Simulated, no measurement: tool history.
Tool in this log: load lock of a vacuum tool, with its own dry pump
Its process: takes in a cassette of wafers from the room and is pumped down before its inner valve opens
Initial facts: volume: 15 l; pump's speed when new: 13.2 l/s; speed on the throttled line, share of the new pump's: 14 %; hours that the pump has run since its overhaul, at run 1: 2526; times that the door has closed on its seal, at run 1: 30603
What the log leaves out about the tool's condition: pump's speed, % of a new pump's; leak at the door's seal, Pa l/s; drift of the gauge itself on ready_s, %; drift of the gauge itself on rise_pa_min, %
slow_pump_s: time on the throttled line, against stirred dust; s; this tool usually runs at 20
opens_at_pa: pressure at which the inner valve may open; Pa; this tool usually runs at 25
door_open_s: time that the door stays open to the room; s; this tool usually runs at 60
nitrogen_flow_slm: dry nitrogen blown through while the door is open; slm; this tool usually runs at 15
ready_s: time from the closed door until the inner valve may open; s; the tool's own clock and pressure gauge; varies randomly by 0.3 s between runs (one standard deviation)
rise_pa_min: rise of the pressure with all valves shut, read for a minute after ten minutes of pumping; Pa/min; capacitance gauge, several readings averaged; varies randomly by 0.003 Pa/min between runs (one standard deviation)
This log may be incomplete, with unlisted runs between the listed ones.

run,day,slow_pump_s,opens_at_pa,door_open_s,nitrogen_flow_slm,hours that the pump has run since its overhaul,times that the door has closed on its seal,"incoming humidity of the room's air, %",ready_s,rise_pa_min
1,0.000,20,25,60,15,2526,30603,45.8,27.1,0.170
2,9.871,20,25,60,15,2763,31732,48.3,27.1,0.190
3,25.275,20,25,129,15,3133,33494,43.4,27.4,0.206
# day 29.492: door's seal changed, seat wiped
4,34.938,26,25,60,15,3363,623,44.5,32.1,0.023
5,50.829,26,25,60,15,3744,2440,45.5,32.9,0.026
6,59.846,26,25,60,15,3961,3471,43.9,32.2,0.028
7,73.412,26,25,60,15,4287,5023,43.8,32.6,0.033
8,91.212,20,31,60,15,4714,7058,46.3,27.5,0.037
9,107.583,20,37,60,15,5107,8931,44.6,26.8,0.051
10,121.408,20,37,60,15,5438,10511,45.3,26.9,0.053
11,139.233,12,37,64,15,5866,12550,47.2,20.3,0.066
12,156.396,20,20,205,7,6278,14513,42.4,27.8,0.089
13,171.825,20,43,205,7,6648,16277,44.0,26.8,0.106

Run 14 is up next; what results do you expect?
14,186.162,20,43,205,7,6993,17917,46.1,?,?

Run 14 gave ready_s 27.1 s, rise_pa_min 0.118 Pa/min.
Take away the tool's hidden state, keep the run-to-run variation as it was, and the same run would have given ready_s 25.9 s, rise_pa_min 0.048 Pa/min.

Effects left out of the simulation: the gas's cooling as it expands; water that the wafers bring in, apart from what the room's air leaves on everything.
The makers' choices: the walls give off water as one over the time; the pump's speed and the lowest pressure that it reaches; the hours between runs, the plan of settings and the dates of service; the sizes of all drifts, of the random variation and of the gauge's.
